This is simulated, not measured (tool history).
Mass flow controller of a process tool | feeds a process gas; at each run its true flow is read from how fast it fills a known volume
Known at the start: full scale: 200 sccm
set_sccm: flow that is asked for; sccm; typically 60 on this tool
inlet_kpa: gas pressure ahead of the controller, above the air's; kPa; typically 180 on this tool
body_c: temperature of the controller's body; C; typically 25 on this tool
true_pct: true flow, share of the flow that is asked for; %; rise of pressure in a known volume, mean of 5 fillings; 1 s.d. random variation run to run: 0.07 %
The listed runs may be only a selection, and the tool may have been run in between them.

run 1 hour=0.0 | set_sccm=60 inlet_kpa=180 body_c=25 | true_pct=95.80
run 2 hour=163.3 | set_sccm=60 inlet_kpa=180 body_c=25 | true_pct=95.82
run 3 hour=365.2 | set_sccm=60 inlet_kpa=180 body_c=25 | true_pct=95.82
run 4 hour=483.3 | set_sccm=60 inlet_kpa=180 body_c=25 | true_pct=95.70
run 5 hour=689.3 | set_sccm=60 inlet_kpa=180 body_c=25 | true_pct=95.60
run 6 hour=907.6 | set_sccm=60 inlet_kpa=180 body_c=25 | true_pct=95.50
run 7 hour=1024.4 | set_sccm=109 inlet_kpa=180 body_c=25 | true_pct=97.44
run 8 hour=1161.1 | set_sccm=109 inlet_kpa=180 body_c=25 | true_pct=97.55
run 9 hour=1388.2 | set_sccm=114 inlet_kpa=194 body_c=23 | true_pct=97.61
run 10 hour=1594.8 | set_sccm=67 inlet_kpa=245 body_c=38 | true_pct=97.27
run 11 hour=1753.9 | set_sccm=67 inlet_kpa=245 body_c=38 | true_pct=97.17
run 12 hour=1954.3 | set_sccm=115 inlet_kpa=225 body_c=38 | true_pct=99.01
run 13 hour=2167.9 | set_sccm=74 inlet_kpa=209 body_c=33 | true_pct=96.87
run 14 hour=2294.1 | set_sccm=37 inlet_kpa=244 body_c=30 | true_pct=93.47
run 15 hour=2442.4 | set_sccm=98 inlet_kpa=180 body_c=25 | true_pct=96.92

Selected run-to-run steps in true_pct, each split into two signed amounts: the part the tool would show with no hidden state at all (from settings, incoming material and random variation), and the remainder, which goes to the hidden state together with any gauge scatter not common to the measured and the hidden-state-free results:
Unlogged tool condition in this case: flow at rest that the sensor doesn't see, % of full scale; true flow over the shown one, %; drift of the gauge itself on true_pct, %.
Run 14 -> 15: set_sccm 37 -> 98, inlet_kpa 244 -> 180, body_c 30 -> 25. true_pct +3.45 %: hidden state +3.31, all else +0.14.
